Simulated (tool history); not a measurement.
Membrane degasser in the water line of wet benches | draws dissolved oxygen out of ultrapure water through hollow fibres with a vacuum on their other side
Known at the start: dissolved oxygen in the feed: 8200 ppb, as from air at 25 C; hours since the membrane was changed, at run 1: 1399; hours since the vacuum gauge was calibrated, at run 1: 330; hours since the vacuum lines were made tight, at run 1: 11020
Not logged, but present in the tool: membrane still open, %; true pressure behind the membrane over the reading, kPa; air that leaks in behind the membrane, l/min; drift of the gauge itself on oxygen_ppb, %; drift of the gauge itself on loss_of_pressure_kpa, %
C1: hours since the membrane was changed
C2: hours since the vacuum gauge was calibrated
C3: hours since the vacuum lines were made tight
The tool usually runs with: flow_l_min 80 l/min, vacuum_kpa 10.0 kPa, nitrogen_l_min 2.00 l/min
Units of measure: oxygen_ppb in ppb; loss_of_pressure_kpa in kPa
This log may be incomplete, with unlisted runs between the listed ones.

Run 1, hour 0.0: usual settings; C1 1399; C2 330; C3 11020. Result: oxygen_ppb 536.2 ppb, loss_of_pressure_kpa 69.71 kPa.
Run 2, hour 71.1: usual settings but vacuum_kpa 15.8 kPa; C1 1470; C2 401; C3 11091. Result: oxygen_ppb 931.2 ppb, loss_of_pressure_kpa 69.48 kPa.
Run 3, hour 148.4: usual settings but vacuum_kpa 16.2 kPa; C1 1547; C2 478; C3 11168. Result: oxygen_ppb 954.2 ppb, loss_of_pressure_kpa 69.54 kPa.
Run 4, hour 202.4: usual settings but flow_l_min 86 l/min, vacuum_kpa 16.2 kPa; C1 1601; C2 532; C3 11222. Result: oxygen_ppb 1020.9 ppb, loss_of_pressure_kpa 74.55 kPa.
Run 5, hour 276.7: usual settings but flow_l_min 86 l/min, vacuum_kpa 16.2 kPa; C1 1675; C2 607; C3 11297. Result: oxygen_ppb 1016.7 ppb, loss_of_pressure_kpa 74.01 kPa.
Run 6, hour 398.7: usual settings; C1 1797; C2 729; C3 11419. Result: oxygen_ppb 534.9 ppb, loss_of_pressure_kpa 69.66 kPa.
Run 7, hour 484.2: usual settings; C1 1883; C2 814; C3 11504. Result: oxygen_ppb 528.7 ppb, loss_of_pressure_kpa 69.13 kPa.
Run 8, hour 587.4: usual settings; C1 1986; C2 918; C3 11607. Result: oxygen_ppb 532.5 ppb, loss_of_pressure_kpa 68.95 kPa.
Run 9, hour 720.7: usual settings; C1 2119; C2 1051; C3 11741. Result: oxygen_ppb 537.7 ppb, loss_of_pressure_kpa 69.29 kPa.
Run 10, hour 799.4: usual settings; C1 2198; C2 1130; C3 11819. Result: oxygen_ppb 542.9 ppb, loss_of_pressure_kpa 69.20 kPa.
Run 11, hour 874.5: usual settings; C1 2273; C2 1205; C3 11894. Result: oxygen_ppb 531.0 ppb, loss_of_pressure_kpa 69.51 kPa.
Run 12, hour 928.3: usual settings; C1 2327; C2 1258; C3 11948. Result: oxygen_ppb 534.3 ppb, loss_of_pressure_kpa 69.38 kPa.
Run 13, hour 1012.3: usual settings but flow_l_min 81 l/min, vacuum_kpa 7.3 kPa, nitrogen_l_min 1.87 l/min; C1 2411; C2 1342; C3 12032. Result: oxygen_ppb 359.1 ppb, loss_of_pressure_kpa 70.10 kPa.
Run 14, hour 1123.2: usual settings but flow_l_min 75 l/min; C1 2522; C2 1453; C3 12143. Result: oxygen_ppb 510.8 ppb, loss_of_pressure_kpa 64.85 kPa.
Run 15, hour 1209.0: usual settings but flow_l_min 75 l/min, vacuum_kpa 8.4 kPa, nitrogen_l_min 1.05 l/min; C1 2607; C2 1539; C3 12229. Result: oxygen_ppb 621.7 ppb, loss_of_pressure_kpa 64.74 kPa.
Run 16, hour 1304.7: usual settings but flow_l_min 75 l/min, vacuum_kpa 8.4 kPa, nitrogen_l_min 1.05 l/min; C1 2703; C2 1635; C3 12325. Result: oxygen_ppb 621.1 ppb, loss_of_pressure_kpa 64.66 kPa.
Run 17, hour 1381.7: usual settings but flow_l_min 75 l/min, vacuum_kpa 8.4 kPa, nitrogen_l_min 1.05 l/min; C1 2780; C2 1712; C3 12402. Result: oxygen_ppb 625.4 ppb, loss_of_pressure_kpa 65.38 kPa.
Run 18, hour 1461.2: usual settings but flow_l_min 54 l/min; C1 2860; C2 1791; C3 12481. Result: oxygen_ppb 383.3 ppb, loss_of_pressure_kpa 46.92 kPa.
At hour 1568.9: seals of the vacuum lines changed.
Run 19, hour 1593.9: usual settings but flow_l_min 53 l/min, vacuum_kpa 20.5 kPa; C1 2990; C2 1922; C3 25. Result: oxygen_ppb 905.0 ppb, loss_of_pressure_kpa 46.02 kPa.
Run 20, hour 1667.2: usual settings but flow_l_min 99 l/min, vacuum_kpa 15.5 kPa; C1 3064; C2 1995; C3 98. Result: oxygen_ppb 1088.7 ppb, loss_of_pressure_kpa 86.17 kPa.
Run 21, hour 1740.4: usual settings but flow_l_min 85 l/min, vacuum_kpa 10.7 kPa, nitrogen_l_min 2.17 l/min; C1 3137; C2 2068; C3 171. Result: oxygen_ppb 572.4 ppb, loss_of_pressure_kpa 73.74 kPa.
Run 22, hour 1820.8: usual settings but flow_l_min 85 l/min, vacuum_kpa 19.7 kPa, nitrogen_l_min 2.83 l/min; C1 3217; C2 2149; C3 252. Result: oxygen_ppb 966.7 ppb, loss_of_pressure_kpa 73.84 kPa.
Run 23, hour 1954.5: usual settings but flow_l_min 85 l/min, vacuum_kpa 19.7 kPa, nitrogen_l_min 2.83 l/min; C1 3351; C2 2283; C3 386. Result: oxygen_ppb 957.1 ppb, loss_of_pressure_kpa 73.26 kPa.

Each row is a separate what-if for the run after 23, all from the same tool condition, not one after another. Results?
Run A, hour 2013.5: usual settings but flow_l_min 85 l/min, vacuum_kpa 7.7 kPa, nitrogen_l_min 1.98 l/min; C1 3410; C2 2342; C3 445. Result: oxygen_ppb ?, loss_of_pressure_kpa ?.
Run B, hour 2013.5: usual settings but flow_l_min 85 l/min, vacuum_kpa 20.6 kPa, nitrogen_l_min 2.83 l/min; C1 3410; C2 2342; C3 445. Result: oxygen_ppb ?, loss_of_pressure_kpa ?.
Run C, hour 2013.5: usual settings but flow_l_min 98 l/min, vacuum_kpa 14.6 kPa, nitrogen_l_min 2.86 l/min; C1 3410; C2 2342; C3 445. Result: oxygen_ppb ?, loss_of_pressure_kpa ?.
Run D, hour 2013.5: usual settings but flow_l_min 85 l/min, vacuum_kpa 19.7 kPa, nitrogen_l_min 0.85 l/min; C1 3410; C2 2342; C3 445. Result: oxygen_ppb ?, loss_of_pressure_kpa ?.
Run E, hour 2013.5: usual settings but flow_l_min 63 l/min, vacuum_kpa 19.7 kPa, nitrogen_l_min 3.33 l/min; C1 3410; C2 2342; C3 445. Result: oxygen_ppb ?, loss_of_pressure_kpa ?.

run  oxygen_ppb  loss_of_pressure_kpa
  A       391.0                 74.15
  B      1007.2                 73.63
  C       781.7                 84.83
  D      2115.9                 73.57
  E       662.1                 54.57
Had the tool no hidden state, the same runs would have come out as:
run  oxygen_ppb  loss_of_pressure_kpa
  A       390.8                 74.12
  B      1007.0                 73.61
  C       781.5                 84.80
  D      2115.7                 73.55
  E       662.0                 54.55
